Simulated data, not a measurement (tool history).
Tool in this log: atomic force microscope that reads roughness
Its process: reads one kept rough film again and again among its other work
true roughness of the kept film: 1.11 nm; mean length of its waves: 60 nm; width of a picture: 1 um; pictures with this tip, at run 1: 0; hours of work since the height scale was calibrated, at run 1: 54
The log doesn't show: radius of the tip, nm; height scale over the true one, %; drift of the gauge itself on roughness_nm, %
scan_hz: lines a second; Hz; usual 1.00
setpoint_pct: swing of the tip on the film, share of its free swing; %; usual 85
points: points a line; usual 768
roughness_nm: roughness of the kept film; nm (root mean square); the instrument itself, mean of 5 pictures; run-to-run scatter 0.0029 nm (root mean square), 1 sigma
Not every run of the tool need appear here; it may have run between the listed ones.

| run | hour | scan_hz | setpoint_pct | points | pictures with this tip | hours of work since the height scale was calibrated | roughness_nm |
|---|---|---|---|---|---|---|---|
| 1 | 0.0 | 1.00 | 85 | 768 | 0 | 54 | 1.031 |
| 2 | 19.7 | 1.00 | 89 | 768 | 21 | 62 | 1.015 |
| 3 | 36.2 | 1.00 | 89 | 768 | 39 | 68 | 1.016 |
| 4 | 58.7 | 1.00 | 73 | 768 | 62 | 77 | 1.060 |
| 5 | 79.7 | 1.00 | 73 | 768 | 84 | 86 | 1.061 |
| 6 | 90.3 | 1.00 | 73 | 768 | 96 | 90 | 1.057 |
| 7 | 104.7 | 1.00 | 73 | 768 | 111 | 96 | 1.064 |
| 8 | 123.0 | 1.00 | 73 | 768 | 130 | 103 | 1.062 |
| 9 | 145.0 | 1.00 | 70 | 768 | 153 | 112 | 1.058 |
| 10 | 163.4 | 3.00 | 70 | 768 | 173 | 120 | 0.998 |
| 11 | 183.5 | 1.00 | 66 | 768 | 194 | 128 | 1.079 |
| 12 | 200.3 | 1.00 | 85 | 768 | 212 | 134 | 1.028 |
| 13 | 222.1 | 1.00 | 85 | 768 | 235 | 143 | 1.027 |
| 14 | 237.1 | 1.00 | 85 | 768 | 250 | 149 | 1.026 |
| 15 | 254.0 | 1.00 | 85 | 582 | 268 | 156 | 1.026 |
| 16 | 265.6 | 1.00 | 85 | 582 | 280 | 161 | 1.026 |
| 17 | 286.8 | 1.00 | 85 | 582 | 303 | 169 | 1.029 |
| 18 | 307.7 | 1.00 | 85 | 582 | 325 | 178 | 1.027 |
|  | 309.9 | new tip fitted |
| 19 | 327.0 | 1.37 | 85 | 735 | 18 | 185 | 1.003 |
| 20 | 337.9 | 1.37 | 65 | 342 | 29 | 190 | 1.066 |
| 21 | 353.3 | 1.37 | 65 | 342 | 45 | 196 | 1.066 |
| 22 | 365.4 | 0.78 | 86 | 554 | 58 | 201 | 1.044 |
| 23 | 381.7 | 1.00 | 66 | 574 | 75 | 207 | 1.077 |
| 24 | 394.6 | 1.00 | 66 | 574 | 89 | 212 | 1.069 |
| 25 | 415.7 | 1.00 | 73 | 672 | 111 | 221 | 1.062 |
| 26 | 429.6 | 1.00 | 60 | 672 | 126 | 226 | 1.088 |
| 27 | 443.6 | 1.00 | 60 | 672 | 140 | 232 | 1.083 |
| 28 | 456.8 | 1.00 | 60 | 672 | 154 | 237 | 1.086 |

For run 29, what comes out?
| 29 | 471.5 | 2.60 | 70 | 672 | 170 | 243 | ? |

{"run 29": {"roughness_nm": 1.018}}
Minus the tool's unlogged condition, the same run would have read roughness_nm 1.018 nm (root mean square).
